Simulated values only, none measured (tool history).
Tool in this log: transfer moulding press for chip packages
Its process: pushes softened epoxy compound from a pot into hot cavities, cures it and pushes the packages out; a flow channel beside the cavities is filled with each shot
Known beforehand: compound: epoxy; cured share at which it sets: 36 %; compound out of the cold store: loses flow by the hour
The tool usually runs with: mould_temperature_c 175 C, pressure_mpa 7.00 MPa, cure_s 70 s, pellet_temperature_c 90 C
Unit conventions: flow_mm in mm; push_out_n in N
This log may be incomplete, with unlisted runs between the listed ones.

run   hour  mould_temperature_c  pressure_mpa  cure_s  pellet_temperature_c  incoming compound's hours out of the cold store  flow_mm  push_out_n
  1    0.0                  175          7.00      70                    90                                             30.6      780         335
  2   11.8                  175          7.00      70                    90                                             39.6      760         494
  3   36.5                  175          7.00      70                    90                                             26.5      786         670
  4   48.4                  175          7.00      70                    90                                             15.5      799         730
  5   67.0                  175          7.00      70                    90                                             34.0      766         753
  6   78.9                  175          7.00      70                    90                                             13.7      801         747
      88.7  -- cavities cleaned with cleaning compound and waxed
  7   97.8                  175          7.00      70                    90                                             13.3      807         477
  8  109.5                  175          7.00      70                    92                                             25.6      765         572
  9  124.4                  175          7.00      70                    92                                             10.5      795         664
 10  144.2                  175          7.00      70                    90                                             12.5      796         757
 11  158.8                  175          7.00      70                    90                                             18.3      777         774
     179.0  -- cavities cleaned with cleaning compound and waxed
 12  185.7                  175          6.71      70                    90                                             37.7      729         409
 13  206.8                  175          6.71      70                    90                                             21.4      743         610
 14  219.6                  175          6.71      70                    90                                             42.1      713         638
 15  232.5                  175          6.71      70                    90                                             16.5      754         722
 16  248.6                  175          6.71      89                    90                                             26.1      727         449
     268.8  -- cavities cleaned with cleaning compound and waxed
 17  276.9                  179          5.79      98                    96                                             11.5      687         242
 18  290.2                  179          5.79      98                    96                                             30.3      653         293
 19  306.7                  176          5.79      98                    80                                             11.3      689         369
 20  333.0                  178          7.00      70                    90                                             40.2      698         591
 21  344.9                  173          5.86      70                    88                                             13.3      687         901
     357.8  -- cavities cleaned with cleaning compound and waxed
 22  368.5                  171          5.77      70                    87                                             31.8      655         666
     385.6  -- plunger's sealing rings changed
 23  390.4                  172          8.27      89                    91                                             29.9      891         425
 24  414.4                  174          6.61      70                    90                                             37.4      770         754
 25  426.0                  176          8.76      52                    95                                             27.6      901        1436

What does the tool deliver on the next run?
 26  446.4                  176          7.00      54                    90                                             33.4        ?           ?

{"run 26": {"flow_mm": 788, "push_out_n": 1387}}
If the tool had no hidden condition, the same run with the same run-to-run variation would have returned flow_mm 802 mm, push_out_n 620 N.
